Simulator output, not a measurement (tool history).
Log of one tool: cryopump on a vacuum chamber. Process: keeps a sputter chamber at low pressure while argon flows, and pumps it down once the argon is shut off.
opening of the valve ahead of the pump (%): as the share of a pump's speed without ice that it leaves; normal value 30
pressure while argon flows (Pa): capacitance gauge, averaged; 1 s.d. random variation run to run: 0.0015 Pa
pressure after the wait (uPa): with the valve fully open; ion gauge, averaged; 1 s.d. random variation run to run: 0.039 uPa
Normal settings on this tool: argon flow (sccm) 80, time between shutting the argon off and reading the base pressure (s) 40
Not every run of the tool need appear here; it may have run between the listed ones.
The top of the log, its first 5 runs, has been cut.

run    hour  argon flow (sccm)  time between shutting the argon off and reading the base pressure (s)  opening of the valve ahead of the pump (%)  hours of work since the pump was warmed up and emptied  hours of work since the cold head was overhauled  hours of work since the chamber's fittings were tightened  pressure while argon flows (Pa)  pressure after the wait (uPa)
  6   322.7                 65                                                                     40                                          33                                                     673                                               673                                                       2547                           0.2829                           3.16
  7     389                 80                                                                     20                                          30                                                     711                                               711                                                       2584                           0.3793                           4.97
  8   436.3                 80                                                                     20                                          30                                                     738                                               738                                                       2611                           0.3839                           5.05
  9   517.7                 80                                                                     20                                          30                                                     784                                               784                                                       2658                           0.3862                           5.11
 10   602.7                 80                                                                     40                                          30                                                     832                                               832                                                       2706                           0.3903                           3.21
 11   638.2                 80                                                                     62                                          30                                                     853                                               853                                                       2726                           0.3873                           2.57
 12   706.1                 80                                                                    177                                          30                                                     891                                               891                                                       2765                           0.3917                           1.67
 13     765                 80                                                                    177                                          30                                                     925                                               925                                                       2799                           0.3966                           1.71
 14   815.3                 80                                                                    177                                          30                                                     954                                               954                                                       2827                           0.3948                            1.8
 15   853.9                 80                                                                     40                                          30                                                     975                                               975                                                       2849                           0.4013                           3.36
      900.4  -- leaking fittings of the chamber tightened, without venting
 16   910.5                 58                                                                    157                                          23                                                    1007                                              1007                                                          6                           0.3643                           0.84
      985.7  -- pump warmed up, emptied and cooled again
 17   994.8                 70                                                                     58                                          16                                                       5                                              1052                                                         51                           0.5694                           1.62
 18  1061.5                131                                                                    141                                          30                                                      43                                              1090                                                         89                             0.57                           0.81
 19  1141.1                131                                                                    141                                          30                                                      88                                              1135                                                        134                           0.5748                            0.9
 20  1197.4                103                                                                     34                                          45                                                     120                                              1167                                                        166                           0.3068                           2.68
 21  1239.3                 33                                                                     34                                          55                                                     144                                              1191                                                        190                           0.0807                           2.62
 22  1289.7                 73                                                                     34                                          26                                                     173                                              1220                                                        219                           0.3681                           2.58
 23  1362.7                101                                                                     40                                          25                                                     215                                              1261                                                        260                           0.5357                           2.33

Expected results for the next run?
 24  1418.8                101                                                                    219                                          25                                                     247                                              1293                                                        292                                ?                              ?

{"run 24": {"pressure while argon flows (Pa)": 0.5379, "pressure after the wait (uPa)": 0.7}}
With no hidden state in the tool, this same run would have given pressure while argon flows (Pa) 0.5229, pressure after the wait (uPa) 0.59.
